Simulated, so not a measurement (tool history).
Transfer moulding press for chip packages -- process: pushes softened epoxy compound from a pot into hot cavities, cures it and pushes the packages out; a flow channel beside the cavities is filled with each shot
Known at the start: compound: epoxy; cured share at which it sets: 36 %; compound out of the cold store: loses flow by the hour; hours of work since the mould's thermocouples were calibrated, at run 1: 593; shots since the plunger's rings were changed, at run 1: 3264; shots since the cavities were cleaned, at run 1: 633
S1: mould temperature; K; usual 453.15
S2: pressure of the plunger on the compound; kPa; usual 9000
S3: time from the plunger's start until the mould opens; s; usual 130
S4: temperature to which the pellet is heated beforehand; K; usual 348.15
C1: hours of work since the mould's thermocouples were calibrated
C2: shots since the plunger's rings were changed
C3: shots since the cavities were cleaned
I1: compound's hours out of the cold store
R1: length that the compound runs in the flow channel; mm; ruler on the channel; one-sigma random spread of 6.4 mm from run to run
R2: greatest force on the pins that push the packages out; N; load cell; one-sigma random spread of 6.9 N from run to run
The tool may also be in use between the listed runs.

run,hour,S1,S2,S3,S4,C1,C2,C3,I1,R1,R2
1,0,453.15,9000,130,348.15,593,3264,633,16.2,991,426
# hour 26.3: cavities cleaned with cleaning compound and waxed
2,33.5,453.15,9000,130,348.15,606,3444,41,22.6,965,318
3,61,453.15,9000,125,348.15,617,3598,195,11.2,1017,380
4,94.4,453.15,9000,125,348.15,631,3786,383,10.4,1017,436
5,115.8,453.15,9000,125,348.15,640,3906,503,10,1011,440
6,132.2,453.15,9000,130,348.15,647,3998,595,13.8,980,423
7,152.7,449.15,9000,130,348.15,655,4114,711,12.8,1013,557
# hour 163.9: cavities cleaned with cleaning compound and waxed
8,185.6,453.15,9000,130,347.15,668,4290,122,45.2,866,338
9,212.8,453.15,9000,130,347.15,679,4443,275,27.1,935,385
10,231.9,453.15,9000,130,347.15,687,4550,382,15.5,974,398
11,248.8,453.15,9000,130,348.15,694,4645,477,37.7,894,406
12,265.8,453.15,9000,130,348.15,701,4741,573,11.1,1004,419
13,295.9,453.15,9000,130,348.15,714,4910,742,44,876,433
# hour 302.4: cavities cleaned with cleaning compound and waxed
# hour 307.1: plunger's sealing rings changed
14,323.4,453.15,9000,130,344.15,724,92,104,32.3,949,323
15,357.5,453.15,9000,130,344.15,738,283,295,45.4,906,384
16,373,447.15,9570,131,343.15,744,370,382,25.4,1035,546
17,396.5,454.15,7770,130,347.15,754,502,514,9.6,967,417
# hour 422.5: mould's thermocouples calibrated
18,422.5,454.15,7770,130,347.15,0,638,650,35.2,862,397
# hour 444.5: cavities cleaned with cleaning compound and waxed
19,453.7,454.15,7770,130,347.15,12,804,51,45.1,819,303

Forecast run 20:
20,471.3,453.15,9000,130,358.15,20,903,150,27.5,?,?

{"run 20": {"R1": 958, "R2": 317}}
If the tool had no hidden condition, the same run with the same run-to-run variation would have returned R1 969 mm, R2 278 N.
